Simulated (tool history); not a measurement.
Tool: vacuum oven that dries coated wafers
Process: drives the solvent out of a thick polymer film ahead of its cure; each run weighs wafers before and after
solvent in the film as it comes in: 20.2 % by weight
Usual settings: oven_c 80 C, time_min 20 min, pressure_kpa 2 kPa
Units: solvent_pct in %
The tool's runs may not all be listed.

Run 1, hour 0: usual settings. Result: solvent_pct 1.47 %.
Run 2, hour 7: usual settings. Result: solvent_pct 1.45 %.
Run 3, hour 15.6: usual settings. Result: solvent_pct 1.43 %.
Run 4, hour 24.4: usual settings but oven_c 73 C. Result: solvent_pct 3.4 %.
Run 5, hour 30.2: usual settings but oven_c 82 C. Result: solvent_pct 1.11 %.
Run 6, hour 36.1: usual settings but oven_c 82 C. Result: solvent_pct 1.11 %.
Run 7, hour 44.7: usual settings but oven_c 82 C. Result: solvent_pct 1.1 %.
Run 8, hour 52.9: usual settings. Result: solvent_pct 1.47 %.
Run 9, hour 61.1: usual settings but pressure_kpa 1.28 kPa. Result: solvent_pct 1.26 %.
Run 10, hour 70.1: usual settings. Result: solvent_pct 1.45 %.
Run 11, hour 76.1: usual settings but oven_c 74 C. Result: solvent_pct 3.08 %.
Run 12, hour 88.8: usual settings but oven_c 74 C. Result: solvent_pct 3.05 %.
At hour 91.4: oven's thermocouples calibrated.
Run 13, hour 99.8: usual settings but oven_c 74 C. Result: solvent_pct 2.94 %.
Run 14, hour 112.9: usual settings but oven_c 74 C. Result: solvent_pct 2.93 %.
At hour 121.7: oven's thermocouples calibrated, once more.
Run 15, hour 124.2: usual settings but oven_c 74 C. Result: solvent_pct 3.25 %.
Run 16, hour 134.1: usual settings. Result: solvent_pct 1.56 %.
Run 17, hour 146.9: usual settings but time_min 18 min. Result: solvent_pct 1.89 %.
Run 18, hour 155.3: usual settings but time_min 18 min. Result: solvent_pct 1.87 %.
Run 19, hour 166.4: usual settings but time_min 18 min. Result: solvent_pct 1.83 %.
Run 20, hour 172.4: usual settings but time_min 28 min. Result: solvent_pct 0.89 %.
Run 21, hour 179.3: usual settings but time_min 28 min, pressure_kpa 1.33 kPa. Result: solvent_pct 0.73 %.
Run 22, hour 186.7: usual settings but oven_c 70 C. Result: solvent_pct 4.79 %.
Run 23, hour 192.6: usual settings but oven_c 70 C. Result: solvent_pct 4.76 %.
Run 24, hour 204.4: usual settings but oven_c 76 C. Result: solvent_pct 2.54 %.
Run 25, hour 211.4: usual settings but oven_c 94 C, time_min 25 min, pressure_kpa 1.01 kPa. Result: solvent_pct 0.16 %.
Run 26, hour 219.8: usual settings but oven_c 94 C, time_min 25 min, pressure_kpa 1.01 kPa. Result: solvent_pct 0.22 %.
Run 27, hour 226.6: usual settings but oven_c 94 C, time_min 25 min, pressure_kpa 1.01 kPa. Result: solvent_pct 0.21 %.
Run 28, hour 239.4: usual settings but oven_c 90 C, time_min 25 min, pressure_kpa 1.01 kPa. Result: solvent_pct 0.23 %.
Run 29, hour 245.4: usual settings but oven_c 88 C, time_min 11 min, pressure_kpa 4.27 kPa. Result: solvent_pct 2 %.
Run 30, hour 252.7: usual settings but pressure_kpa 5.07 kPa. Result: solvent_pct 2.35 %.
Run 31, hour 258.6: usual settings but oven_c 93 C, pressure_kpa 1.14 kPa. Result: solvent_pct 0.22 %.
Run 32, hour 272.2: usual settings but oven_c 93 C, pressure_kpa 1.14 kPa. Result: solvent_pct 0.22 %.
Run 33, hour 278.4: usual settings but oven_c 93 C, pressure_kpa 1.14 kPa. Result: solvent_pct 0.22 %.
Run 34, hour 289: usual settings but time_min 27 min, pressure_kpa 5.95 kPa. Result: solvent_pct 2.02 %.
Run 35, hour 294.9: usual settings but time_min 27 min, pressure_kpa 5.95 kPa. Result: solvent_pct 1.98 %.
Run 36, hour 302: usual settings but oven_c 87 C, time_min 16 min, pressure_kpa 4.83 kPa. Result: solvent_pct 1.47 %.
Run 37, hour 309.9: usual settings but oven_c 93 C, pressure_kpa 5.51 kPa. Result: solvent_pct 0.97 %.
Run 38, hour 320.7: usual settings but time_min 15 min. Result: solvent_pct 2.51 %.
Run 39, hour 331.5: usual settings but oven_c 82 C, pressure_kpa 1.41 kPa. Result: solvent_pct 1 %.
Run 40, hour 341.5: usual settings but oven_c 82 C, pressure_kpa 1.41 kPa. Result: solvent_pct 1.02 %.
Run 41, hour 353.1: usual settings but oven_c 83 C, time_min 12 min, pressure_kpa 6.17 kPa. Result: solvent_pct 3.47 %.
Run 42, hour 363.5: usual settings but oven_c 83 C, time_min 12 min, pressure_kpa 6.17 kPa. Result: solvent_pct 3.44 %.
Run 43, hour 370.3: usual settings but pressure_kpa 7.3 kPa. Result: solvent_pct 2.92 %.
Run 44, hour 380.5: usual settings but oven_c 68 C, time_min 34 min, pressure_kpa 1.83 kPa. Result: solvent_pct 2.9 %.
Run 45, hour 392.8: usual settings but oven_c 68 C, time_min 34 min, pressure_kpa 1.83 kPa. Result: solvent_pct 2.89 %.
Run 46, hour 398.4: usual settings but oven_c 88 C, time_min 34 min, pressure_kpa 1.19 kPa. Result: solvent_pct 0.27 %.
Run 47, hour 409.9: usual settings but oven_c 67 C, time_min 13 min, pressure_kpa 7.78 kPa. Result: solvent_pct 10.11 %.

4 ways to go on from here, each from the tool as it stands after run 47. What would each give?
Run A, hour 419.7: usual settings but oven_c 68 C, time_min 26 min, pressure_kpa 2.21 kPa. Result: solvent_pct ?.
Run B, hour 419.7: usual settings but oven_c 83 C, time_min 17 min, pressure_kpa 7.78 kPa. Result: solvent_pct ?.
Run C, hour 419.7: usual settings but oven_c 74 C, time_min 35 min, pressure_kpa 5.84 kPa. Result: solvent_pct ?.
Run D, hour 419.7: usual settings but oven_c 82 C, time_min 13 min, pressure_kpa 7.78 kPa. Result: solvent_pct ?.

run  solvent_pct
  A         4.28
  B         2.65
  C         2.64
  D          3.8
Without the tool's hidden state the same runs would have given:
run  solvent_pct
  A         4.39
  B         2.71
  C         2.69
  D          3.9

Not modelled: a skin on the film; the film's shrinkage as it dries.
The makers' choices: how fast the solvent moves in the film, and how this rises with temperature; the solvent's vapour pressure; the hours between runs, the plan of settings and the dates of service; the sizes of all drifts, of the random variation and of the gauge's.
